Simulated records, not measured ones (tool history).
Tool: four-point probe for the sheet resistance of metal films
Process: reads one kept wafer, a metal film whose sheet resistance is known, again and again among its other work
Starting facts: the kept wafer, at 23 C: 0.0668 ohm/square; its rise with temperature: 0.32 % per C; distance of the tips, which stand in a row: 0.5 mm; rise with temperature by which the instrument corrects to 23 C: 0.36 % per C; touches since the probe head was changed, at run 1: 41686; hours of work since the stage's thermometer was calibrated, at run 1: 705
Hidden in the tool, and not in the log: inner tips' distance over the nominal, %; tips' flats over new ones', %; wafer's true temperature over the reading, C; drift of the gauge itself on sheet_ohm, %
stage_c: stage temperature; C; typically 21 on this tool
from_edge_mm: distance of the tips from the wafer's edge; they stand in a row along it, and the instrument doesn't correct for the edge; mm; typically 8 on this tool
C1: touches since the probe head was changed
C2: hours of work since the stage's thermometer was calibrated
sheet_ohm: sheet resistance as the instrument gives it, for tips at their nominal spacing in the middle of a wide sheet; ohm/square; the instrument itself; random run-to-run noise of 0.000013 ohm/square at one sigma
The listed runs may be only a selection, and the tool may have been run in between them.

Run 1, hour 0: usual settings; C1 41686; C2 705. Result: sheet_ohm 0.066996 ohm/square.
Run 2, hour 13.2: usual settings; C1 42538; C2 715. Result: sheet_ohm 0.066976 ohm/square.
Run 3, hour 36.5: usual settings; C1 44038; C2 734. Result: sheet_ohm 0.066978 ohm/square.
Run 4, hour 55.8: usual settings but from_edge_mm 16 mm; C1 45286; C2 749. Result: sheet_ohm 0.066871 ohm/square.
Run 5, hour 67.9: usual settings but from_edge_mm 16 mm; C1 46060; C2 759. Result: sheet_ohm 0.066891 ohm/square.
Run 6, hour 91.9: usual settings but from_edge_mm 45 mm; C1 47612; C2 778. Result: sheet_ohm 0.06686 ohm/square.
Run 7, hour 107.3: usual settings but from_edge_mm 45 mm; C1 48605; C2 790. Result: sheet_ohm 0.066853 ohm/square.
Run 8, hour 120.7: usual settings but from_edge_mm 45 mm; C1 49470; C2 800. Result: sheet_ohm 0.066834 ohm/square.
Run 9, hour 141.8: usual settings but from_edge_mm 45 mm; C1 50827; C2 817. Result: sheet_ohm 0.066849 ohm/square.
Run 10, hour 165: usual settings but stage_c 32 C; C1 52323; C2 835. Result: sheet_ohm 0.066688 ohm/square.
Run 11, hour 182.2: usual settings but from_edge_mm 13 mm; C1 53433; C2 849. Result: sheet_ohm 0.066896 ohm/square.
Run 12, hour 197: usual settings; C1 54388; C2 860. Result: sheet_ohm 0.066972 ohm/square.
Run 13, hour 218.2: usual settings; C1 55750; C2 877. Result: sheet_ohm 0.066974 ohm/square.
Run 14, hour 243.7: usual settings; C1 57395; C2 897. Result: sheet_ohm 0.067007 ohm/square.
Run 15, hour 262.7: usual settings; C1 58618; C2 912. Result: sheet_ohm 0.066992 ohm/square.
Run 16, hour 286.2: usual settings but stage_c 34 C; C1 60136; C2 931. Result: sheet_ohm 0.066651 ohm/square.
Run 17, hour 313.1: usual settings but stage_c 34 C; C1 61870; C2 952. Result: sheet_ohm 0.066648 ohm/square.
Run 18, hour 327.3: usual settings but stage_c 34 C; C1 62787; C2 963. Result: sheet_ohm 0.066655 ohm/square.
Run 19, hour 353.6: usual settings but stage_c 34 C; C1 64480; C2 984. Result: sheet_ohm 0.066673 ohm/square.
Run 20, hour 382.5: usual settings but stage_c 34 C; C1 66342; C2 1007. Result: sheet_ohm 0.066665 ohm/square.
Run 21, hour 398.6: usual settings; C1 67381; C2 1019. Result: sheet_ohm 0.067005 ohm/square.
Run 22, hour 419.1: usual settings but stage_c 18 C; C1 68706; C2 1036. Result: sheet_ohm 0.067085 ohm/square.
Run 23, hour 437.1: usual settings but stage_c 18 C; C1 69868; C2 1050. Result: sheet_ohm 0.067053 ohm/square.
Run 24, hour 466.9: usual settings but stage_c 31 C, from_edge_mm 34 mm; C1 71787; C2 1073. Result: sheet_ohm 0.066606 ohm/square.
Run 25, hour 491: usual settings but stage_c 32 C, from_edge_mm 11 mm; C1 73343; C2 1092. Result: sheet_ohm 0.066637 ohm/square.
Run 26, hour 503.4: usual settings but stage_c 32 C, from_edge_mm 11 mm; C1 74140; C2 1102. Result: sheet_ohm 0.06665 ohm/square.
Run 27, hour 524.9: usual settings but stage_c 32 C, from_edge_mm 11 mm; C1 75522; C2 1119. Result: sheet_ohm 0.066635 ohm/square.
Run 28, hour 544.6: usual settings but stage_c 27 C, from_edge_mm 6 mm; C1 76798; C2 1135. Result: sheet_ohm 0.06691 ohm/square.
Run 29, hour 563.5: usual settings but stage_c 28 C, from_edge_mm 4 mm; C1 78012; C2 1150. Result: sheet_ohm 0.067224 ohm/square.
Run 30, hour 591.7: usual settings but stage_c 28 C, from_edge_mm 4 mm; C1 79833; C2 1172. Result: sheet_ohm 0.067201 ohm/square.
Run 31, hour 611.3: usual settings but stage_c 23 C; C1 81094; C2 1187. Result: sheet_ohm 0.066954 ohm/square.
Run 32, hour 630: usual settings but stage_c 29 C, from_edge_mm 27 mm; C1 82302; C2 1202. Result: sheet_ohm 0.066659 ohm/square.
Run 33, hour 650: usual settings but stage_c 25 C; C1 83592; C2 1218. Result: sheet_ohm 0.066884 ohm/square.
Run 34, hour 667: usual settings but stage_c 34 C, from_edge_mm 39 mm; C1 84685; C2 1231. Result: sheet_ohm 0.066519 ohm/square.
Run 35, hour 693: usual settings but stage_c 34 C, from_edge_mm 39 mm; C1 86363; C2 1252. Result: sheet_ohm 0.066512 ohm/square.
Run 36, hour 714.3: usual settings but stage_c 34 C, from_edge_mm 39 mm; C1 87732; C2 1269. Result: sheet_ohm 0.066514 ohm/square.
Run 37, hour 735.9: usual settings but stage_c 32 C, from_edge_mm 30 mm; C1 89128; C2 1286. Result: sheet_ohm 0.066573 ohm/square.
Run 38, hour 749.5: usual settings but stage_c 32 C, from_edge_mm 30 mm; C1 90004; C2 1296. Result: sheet_ohm 0.066554 ohm/square.
Run 39, hour 771.3: usual settings but stage_c 32 C, from_edge_mm 30 mm; C1 91407; C2 1314. Result: sheet_ohm 0.066592 ohm/square.
Run 40, hour 785.3: usual settings but stage_c 25 C, from_edge_mm 5 mm; C1 92313; C2 1325. Result: sheet_ohm 0.067104 ohm/square.
Run 41, hour 808.6: usual settings but stage_c 25 C, from_edge_mm 5 mm; C1 93815; C2 1343. Result: sheet_ohm 0.067091 ohm/square.
Run 42, hour 823.4: usual settings but stage_c 31 C, from_edge_mm 35 mm; C1 94766; C2 1355. Result: sheet_ohm 0.066596 ohm/square.
Run 43, hour 842.3: usual settings but stage_c 25 C, from_edge_mm 15 mm; C1 95988; C2 1370. Result: sheet_ohm 0.066787 ohm/square.
Run 44, hour 855.3: usual settings but stage_c 25 C, from_edge_mm 15 mm; C1 96823; C2 1380. Result: sheet_ohm 0.066777 ohm/square.
Run 45, hour 869: usual settings but stage_c 25 C, from_edge_mm 15 mm; C1 97709; C2 1391. Result: sheet_ohm 0.066796 ohm/square.
Run 46, hour 893.8: usual settings but from_edge_mm 27 mm; C1 99305; C2 1410. Result: sheet_ohm 0.066859 ohm/square.

Below are 3 alternative next runs, each starting from the tool's condition after run 46. Predict each:
Run A, hour 923.1: usual settings but from_edge_mm 6 mm; C1 101198; C2 1433. Result: sheet_ohm ?.
Run B, hour 923.1: usual settings but stage_c 20 C, from_edge_mm 13 mm; C1 101198; C2 1433. Result: sheet_ohm ?.
Run C, hour 923.1: usual settings but stage_c 29 C, from_edge_mm 27 mm; C1 101198; C2 1433. Result: sheet_ohm ?.

run  sheet_ohm
  A   0.067098
  B   0.066946
  C   0.066618
Without the tool's unlogged condition, the same runs would have read:
run  sheet_ohm
  A   0.067104
  B   0.066953
  C   0.066624
